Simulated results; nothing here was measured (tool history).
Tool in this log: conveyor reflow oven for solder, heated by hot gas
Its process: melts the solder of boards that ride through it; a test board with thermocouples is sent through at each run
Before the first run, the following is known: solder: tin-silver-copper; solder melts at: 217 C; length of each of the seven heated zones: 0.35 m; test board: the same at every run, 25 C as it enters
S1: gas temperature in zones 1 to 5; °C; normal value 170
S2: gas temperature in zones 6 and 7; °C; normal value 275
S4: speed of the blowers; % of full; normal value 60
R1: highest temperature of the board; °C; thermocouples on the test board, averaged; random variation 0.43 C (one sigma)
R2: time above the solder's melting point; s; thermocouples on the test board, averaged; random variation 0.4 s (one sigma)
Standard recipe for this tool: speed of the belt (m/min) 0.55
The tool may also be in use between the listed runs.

run 1 hour=0 | S1=170 S2=275 speed_of_the_belt_(m/min)=0.55 S4=60 | R1=251.5 R2=53.4
run 2 hour=21.1 | S1=170 S2=275 speed_of_the_belt_(m/min)=0.55 S4=73 | R1=256.3 R2=58.2
run 3 hour=50.9 | S1=170 S2=275 speed_of_the_belt_(m/min)=0.55 S4=54 | R1=248.7 R2=51.1
run 4 hour=73.6 | S1=170 S2=275 speed_of_the_belt_(m/min)=0.55 S4=54 | R1=249.3 R2=51.3
run 5 hour=103.7 | S1=170 S2=275 speed_of_the_belt_(m/min)=0.55 S4=54 | R1=249.3 R2=51.2
run 6 hour=119.9 | S1=170 S2=275 speed_of_the_belt_(m/min)=0.55 S4=60 | R1=251.2 R2=53.6
run 7 hour=149.6 | S1=170 S2=275 speed_of_the_belt_(m/min)=0.55 S4=60 | R1=251.7 R2=54.2
run 8 hour=170.3 | S1=170 S2=275 speed_of_the_belt_(m/min)=0.55 S4=60 | R1=251.5 R2=53.8
run 9 hour=184.1 | S1=170 S2=275 speed_of_the_belt_(m/min)=0.55 S4=60 | R1=252.2 R2=54.2
run 10 hour=216.9 | S1=170 S2=275 speed_of_the_belt_(m/min)=0.55 S4=60 | R1=252.2 R2=53.7
run 11 hour=248.4 | S1=170 S2=275 speed_of_the_belt_(m/min)=0.55 S4=60 | R1=251.9 R2=53.5
run 12 hour=277.2 | S1=159 S2=275 speed_of_the_belt_(m/min)=0.55 S4=60 | R1=248.9 R2=47.8
run 13 hour=296 | S1=159 S2=275 speed_of_the_belt_(m/min)=0.55 S4=60 | R1=249 R2=48.1
run 14 hour=325.9 | S1=159 S2=275 speed_of_the_belt_(m/min)=0.55 S4=60 | R1=249.7 R2=48.7
-- hour=348.3 flux residue cleaned out of gas plates and filters
run 15 hour=361.5 | S1=170 S2=275 speed_of_the_belt_(m/min)=0.55 S4=60 | R1=251.7 R2=53.7
run 16 hour=377.5 | S1=170 S2=275 speed_of_the_belt_(m/min)=0.55 S4=58 | R1=251 R2=53
run 17 hour=406 | S1=170 S2=275 speed_of_the_belt_(m/min)=0.621 S4=69 | R1=251 R2=46.8
run 18 hour=424.6 | S1=155 S2=275 speed_of_the_belt_(m/min)=0.542 S4=54 | R1=246.4 R2=44.7
run 19 hour=449 | S1=155 S2=275 speed_of_the_belt_(m/min)=0.542 S4=54 | R1=246.1 R2=44.2
run 20 hour=466.4 | S1=170 S2=288 speed_of_the_belt_(m/min)=0.637 S4=64 | R1=257.2 R2=49.5
run 21 hour=498.4 | S1=177 S2=275 speed_of_the_belt_(m/min)=0.55 S4=60 | R1=253.9 R2=57.6
run 22 hour=513.7 | S1=178 S2=275 speed_of_the_belt_(m/min)=0.55 S4=60 | R1=254.2 R2=58.6
run 23 hour=542.9 | S1=166 S2=290 speed_of_the_belt_(m/min)=0.55 S4=60 | R1=263.8 R2=61
run 24 hour=558.7 | S1=166 S2=281 speed_of_the_belt_(m/min)=0.644 S4=81 | R1=257.1 R2=48.4
run 25 hour=591.8 | S1=166 S2=263 speed_of_the_belt_(m/min)=0.502 S4=81 | R1=249.9 R2=58.8
run 26 hour=607.2 | S1=169 S2=271 speed_of_the_belt_(m/min)=0.495 S4=67 | R1=255 R2=63.3
run 27 hour=629 | S1=165 S2=275 speed_of_the_belt_(m/min)=0.62 S4=60 | R1=245.7 R2=40
run 28 hour=660.6 | S1=175 S2=285 speed_of_the_belt_(m/min)=0.62 S4=60 | R1=256.1 R2=52
run 29 hour=688.4 | S1=175 S2=285 speed_of_the_belt_(m/min)=0.641 S4=80 | R1=262 R2=53.4
run 30 hour=702.3 | S1=170 S2=281 speed_of_the_belt_(m/min)=0.55 S4=65 | R1=258.8 R2=58.7

Estimate the outcome of run 31 from the log above:
run 31 hour=729.3 | S1=184 S2=281 speed_of_the_belt_(m/min)=0.465 S4=60 | R1=? R2=?

R1: 266.1 °C
R2: 81.8 s
On a tool with no hidden condition, and with the same random variation, this run would have come out at R1 266.1 °C, R2 81.8 s.
